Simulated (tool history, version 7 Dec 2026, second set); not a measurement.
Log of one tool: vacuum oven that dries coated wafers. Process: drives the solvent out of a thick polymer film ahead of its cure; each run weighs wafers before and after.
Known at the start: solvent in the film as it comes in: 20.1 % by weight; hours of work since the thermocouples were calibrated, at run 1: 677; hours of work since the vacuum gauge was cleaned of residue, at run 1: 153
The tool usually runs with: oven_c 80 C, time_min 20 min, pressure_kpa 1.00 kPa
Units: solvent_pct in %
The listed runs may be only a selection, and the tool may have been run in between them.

| run | day | oven_c | time_min | pressure_kpa | hours of work since the thermocouples were calibrated | hours of work since the vacuum gauge was cleaned of residue | solvent_pct |
|---|---|---|---|---|---|---|---|
| 1 | 0.000 | 80 | 20 | 1.00 | 677 | 153 | 2.54 |
| 2 | 0.833 | 80 | 20 | 1.00 | 693 | 169 | 2.54 |
| 3 | 1.488 | 80 | 11 | 1.00 | 705 | 182 | 5.61 |
| 4 | 2.275 | 80 | 11 | 1.00 | 720 | 197 | 5.60 |
| 5 | 2.738 | 80 | 11 | 1.00 | 729 | 206 | 5.62 |
| 6 | 3.346 | 94 | 20 | 1.00 | 741 | 217 | 0.57 |
| 7 | 3.817 | 80 | 20 | 1.00 | 750 | 226 | 2.49 |
| 8 | 4.475 | 80 | 20 | 1.00 | 763 | 239 | 2.54 |
| 9 | 5.067 | 80 | 15 | 1.00 | 774 | 250 | 3.82 |
| 10 | 5.650 | 80 | 15 | 1.00 | 785 | 262 | 3.83 |
| 11 | 6.346 | 80 | 15 | 1.00 | 798 | 275 | 3.83 |
| 12 | 6.933 | 80 | 15 | 1.00 | 810 | 286 | 3.85 |
| 13 | 7.396 | 80 | 15 | 1.00 | 819 | 295 | 3.85 |
| 14 | 8.129 | 80 | 20 | 1.00 | 833 | 309 | 2.48 |
| 15 | 8.750 | 80 | 20 | 1.00 | 844 | 321 | 2.48 |
| 16 | 9.492 | 80 | 20 | 1.00 | 859 | 335 | 2.49 |
| 17 | 9.854 | 80 | 20 | 1.00 | 866 | 342 | 2.43 |
| 18 | 10.700 | 80 | 20 | 1.00 | 882 | 358 | 2.47 |
| 19 | 11.179 | 80 | 20 | 1.00 | 891 | 367 | 2.42 |
| 20 | 11.858 | 80 | 20 | 1.00 | 904 | 381 | 2.45 |
| 21 | 12.367 | 80 | 20 | 1.00 | 914 | 390 | 2.45 |
| 22 | 12.750 | 80 | 20 | 1.00 | 921 | 398 | 2.46 |
| 23 | 13.483 | 80 | 20 | 1.00 | 935 | 412 | 2.44 |
| 24 | 14.254 | 80 | 20 | 1.00 | 950 | 426 | 2.47 |
| 25 | 15.021 | 80 | 20 | 1.00 | 965 | 441 | 2.43 |
| 26 | 15.479 | 80 | 20 | 1.15 | 973 | 450 | 2.49 |
| 27 | 15.946 | 65 | 20 | 1.00 | 982 | 459 | 6.62 |
| 28 | 16.662 | 77 | 32 | 1.00 | 996 | 472 | 1.42 |
| 29 | 17.296 | 77 | 32 | 1.00 | 1008 | 485 | 1.42 |
| 30 | 17.871 | 74 | 18 | 1.00 | 1019 | 496 | 4.43 |
| 31 | 18.667 | 74 | 18 | 1.00 | 1034 | 511 | 4.41 |
| 32 | 19.333 | 93 | 20 | 1.93 | 1047 | 524 | 0.86 |
| 33 | 20.204 | 93 | 20 | 1.93 | 1064 | 540 | 0.91 |
| 34 | 20.796 | 68 | 18 | 3.13 | 1075 | 552 | 7.39 |
| 35 | 21.317 | 86 | 18 | 0.83 | 1085 | 562 | 1.60 |
|  | 21.929 | oven's thermocouples calibrated |
| 36 | 22.233 | 76 | 18 | 0.69 | 6 | 578 | 4.14 |
| 37 | 22.946 | 75 | 20 | 0.54 | 20 | 591 | 3.78 |
| 38 | 23.358 | 68 | 24 | 0.90 | 27 | 599 | 5.07 |
| 39 | 24.175 | 82 | 13 | 1.00 | 43 | 615 | 4.34 |
| 40 | 24.883 | 82 | 13 | 1.00 | 57 | 628 | 4.41 |
| 41 | 25.438 | 90 | 29 | 1.00 | 67 | 639 | 0.53 |
| 42 | 25.879 | 74 | 20 | 1.72 | 76 | 648 | 4.67 |
| 43 | 26.275 | 80 | 20 | 0.62 | 83 | 655 | 2.56 |
| 44 | 26.754 | 88 | 23 | 0.90 | 92 | 664 | 0.96 |
| 45 | 27.333 | 88 | 23 | 0.90 | 104 | 675 | 0.91 |
| 46 | 27.733 | 70 | 12 | 0.90 | 111 | 683 | 8.36 |
| 47 | 28.562 | 83 | 27 | 0.91 | 127 | 699 | 1.16 |

Branching from run 47: 3 alternative next runs. What would each branch give?
| A | 29.017 | 83 | 22 | 0.91 | 136 | 708 | ? |
| B | 29.017 | 91 | 24 | 1.92 | 136 | 708 | ? |
| C | 29.017 | 83 | 28 | 0.91 | 136 | 708 | ? |

| run | solvent_pct |
|---|---|
| A | 1.73 |
| B | 0.93 |
| C | 1.08 |
Take away the tool's hidden state, keep each run's random variation, and the runs would have read:
| run | solvent_pct |
|---|---|
| A | 1.75 |
| B | 0.92 |
| C | 1.08 |
